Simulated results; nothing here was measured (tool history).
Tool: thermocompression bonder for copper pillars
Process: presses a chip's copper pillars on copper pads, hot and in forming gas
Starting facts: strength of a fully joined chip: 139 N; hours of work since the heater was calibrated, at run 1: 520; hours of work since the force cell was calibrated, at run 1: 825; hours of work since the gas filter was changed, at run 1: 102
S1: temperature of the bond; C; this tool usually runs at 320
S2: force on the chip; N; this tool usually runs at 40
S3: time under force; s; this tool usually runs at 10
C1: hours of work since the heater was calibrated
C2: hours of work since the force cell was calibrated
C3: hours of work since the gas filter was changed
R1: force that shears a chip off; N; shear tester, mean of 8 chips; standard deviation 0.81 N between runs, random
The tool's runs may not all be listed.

run,hour,S1,S2,S3,C1,C2,C3,R1
1,0,320,40,10,520,825,102,77
2,14.2,320,40,10,531,836,113,76.9
3,21.7,320,40,10,536,841,118,78.7
4,38.1,320,40,10,549,853,131,78.4
5,47,320,56,10,555,860,137,97.9
6,60.9,320,43,10,565,870,147,82.5
7,70.6,320,43,10,573,877,155,81.1
8,77.9,320,43,10,578,883,160,81

Run 9 is up next; what results do you expect?
9,94.5,316,56,6,590,895,172,?

R1: 83 N
Without the tool's hidden state the same run would have given R1 85.2 N.
